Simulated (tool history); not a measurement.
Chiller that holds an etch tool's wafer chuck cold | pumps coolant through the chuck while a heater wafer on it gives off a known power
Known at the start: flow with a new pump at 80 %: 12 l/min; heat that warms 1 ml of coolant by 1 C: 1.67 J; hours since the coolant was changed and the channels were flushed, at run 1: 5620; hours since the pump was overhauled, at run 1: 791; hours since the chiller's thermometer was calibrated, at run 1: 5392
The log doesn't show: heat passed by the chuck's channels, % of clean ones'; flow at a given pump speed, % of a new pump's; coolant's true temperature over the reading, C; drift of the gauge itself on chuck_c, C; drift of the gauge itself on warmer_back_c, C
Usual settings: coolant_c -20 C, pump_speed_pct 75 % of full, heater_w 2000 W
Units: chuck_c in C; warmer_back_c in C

run	hour	coolant_c	pump_speed_pct	heater_w	hours since the coolant was changed and the channels were flushed	hours since the pump was overhauled	hours since the chiller's thermometer was calibrated	chuck_c	warmer_back_c
1	0	-20	75	2000	5620	791	5392	2.8	6.56
2	51.9	-20	75	2000	5672	843	5444	2.9	6.64
# hour 97.3: chiller's thermometer calibrated
3	132.6	-20	75	2000	5752	923	35	2.7	6.45
4	166.3	-20	75	2000	5786	956	69	2.3	6.5
5	218.3	-20	75	2188	5838	1008	121	5.1	7.13
6	260.1	-20	75	2188	5879	1050	163	4.8	7.14
7	310.3	-14	63	2054	5930	1100	213	12.2	8.21

Run 8 comes next. What will it give?
8	343	-14	95	1283	5962	1133	246	?	?

{"run 8": {"chuck_c": -1.6, "warmer_back_c": 3.36}}
Without the tool's hidden state the same run would have given chuck_c -3.3 C, warmer_back_c 3.3 C.

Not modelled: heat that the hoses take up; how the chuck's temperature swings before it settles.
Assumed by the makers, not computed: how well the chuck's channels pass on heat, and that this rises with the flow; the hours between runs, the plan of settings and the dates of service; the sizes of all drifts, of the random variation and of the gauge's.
